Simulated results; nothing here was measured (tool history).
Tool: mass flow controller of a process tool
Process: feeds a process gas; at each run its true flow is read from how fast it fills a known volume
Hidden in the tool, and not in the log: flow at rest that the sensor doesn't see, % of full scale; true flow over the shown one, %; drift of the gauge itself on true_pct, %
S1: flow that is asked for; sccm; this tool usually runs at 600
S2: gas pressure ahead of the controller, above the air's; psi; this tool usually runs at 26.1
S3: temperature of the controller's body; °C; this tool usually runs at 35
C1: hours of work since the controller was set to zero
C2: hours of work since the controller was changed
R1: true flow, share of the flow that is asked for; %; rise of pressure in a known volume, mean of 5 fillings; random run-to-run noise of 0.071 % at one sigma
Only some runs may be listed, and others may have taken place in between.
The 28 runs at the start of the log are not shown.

run    hour   S1    S2  S3    C1    C2      R1
 29  4446.9  664  27.0  25  5885  5885   99.80
 30  4635.9  104  23.9  40  5977  5977  100.18
 31  4777.3  104  23.9  34  6047  6047   99.53
 32  4946.8  999  29.2  33  6130  6130  102.05
 33  5071.6  568  37.9  40  6191  6191  101.44
 34  5296.9  568  37.9  40  6301  6301  101.67
 35  5410.5  948  23.2  39  6357  6357  102.71
 36  5641.8  147  26.1  35  6471  6471  100.29
 37  5846.5  147  26.1  35  6571  6571  100.54
 38  6021.2  124  38.0  20  6657  6657   98.86
 39  6242.3  124  38.0  20  6765  6765   98.98
 40  6360.4  124  28.3  20  6823  6823   99.20
 41  6470.7  179  29.6  35  6877  6877  100.95

5 ways to go on from here, each from the tool as it stands after run 41. What would each give?
     6529.4  -- controller exchanged for a calibrated one
  A  6578.8  213  21.5  27  24  24   ?
     6529.4  -- controller exchanged for a calibrated one
  B  6578.8  109  23.6  28  24  24   ?
     6529.4  -- controller exchanged for a calibrated one
  C  6578.8  600  20.5  21  24  24   ?
     6529.4  -- controller exchanged for a calibrated one
  D  6578.8  950  25.4  37  24  24   ?
     6529.4  -- controller exchanged for a calibrated one
  E  6578.8  179  36.3  38  24  24   ?

run      R1
  A  100.14
  B  100.11
  C  100.75
  D  103.36
  E  101.21
What these runs would have given with no unlogged condition in the tool:
run      R1
  A   98.06
  B   98.03
  C   98.65
  D  101.20
  E   99.10

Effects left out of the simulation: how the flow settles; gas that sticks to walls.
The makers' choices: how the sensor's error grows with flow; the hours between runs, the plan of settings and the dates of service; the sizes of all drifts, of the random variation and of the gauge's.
